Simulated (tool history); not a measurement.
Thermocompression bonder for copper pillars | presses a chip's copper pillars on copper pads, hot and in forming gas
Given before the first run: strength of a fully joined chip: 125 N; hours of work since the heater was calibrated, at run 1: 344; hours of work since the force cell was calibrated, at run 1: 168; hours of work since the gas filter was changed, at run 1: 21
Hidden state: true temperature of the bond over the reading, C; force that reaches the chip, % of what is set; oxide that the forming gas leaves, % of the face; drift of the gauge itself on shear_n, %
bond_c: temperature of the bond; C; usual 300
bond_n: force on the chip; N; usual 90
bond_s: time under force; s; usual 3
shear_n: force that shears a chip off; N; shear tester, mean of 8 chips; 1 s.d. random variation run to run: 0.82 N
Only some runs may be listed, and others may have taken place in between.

run,hour,bond_c,bond_n,bond_s,hours of work since the heater was calibrated,hours of work since the force cell was calibrated,hours of work since the gas filter was changed,shear_n
1,0,300,90,3,344,168,21,60
2,14.3,300,90,3,350,173,27,58.8
3,35.5,300,90,3,358,182,36,60
4,53.7,300,90,3,366,189,43,60.8
5,72.1,300,90,3,373,197,51,57.5
6,93.2,300,90,3,382,205,59,57.8
7,112.7,300,90,3,390,213,67,56.8
8,127.4,290,90,3,396,219,73,50.4
9,138.4,290,90,3,400,224,77,49.7
10,152.1,290,90,3,406,229,83,49.2
11,174.7,290,90,3,415,238,92,48.7
# hour 177.7: force cell calibrated
12,198.9,300,90,3,424,9,101,54.2
# hour 206: forming gas filter changed
13,216,307,90,3,431,15,4,66.4
14,229,307,90,3,436,21,9,66.4

Run 15, settings as shown, results not yet in. Your forecast:
15,252,292,110,5,445,30,19,?

shear_n: 73.3 N
With the hidden condition absent and the run-to-run variation left alone, this run would have shown shear_n 79.4 N.

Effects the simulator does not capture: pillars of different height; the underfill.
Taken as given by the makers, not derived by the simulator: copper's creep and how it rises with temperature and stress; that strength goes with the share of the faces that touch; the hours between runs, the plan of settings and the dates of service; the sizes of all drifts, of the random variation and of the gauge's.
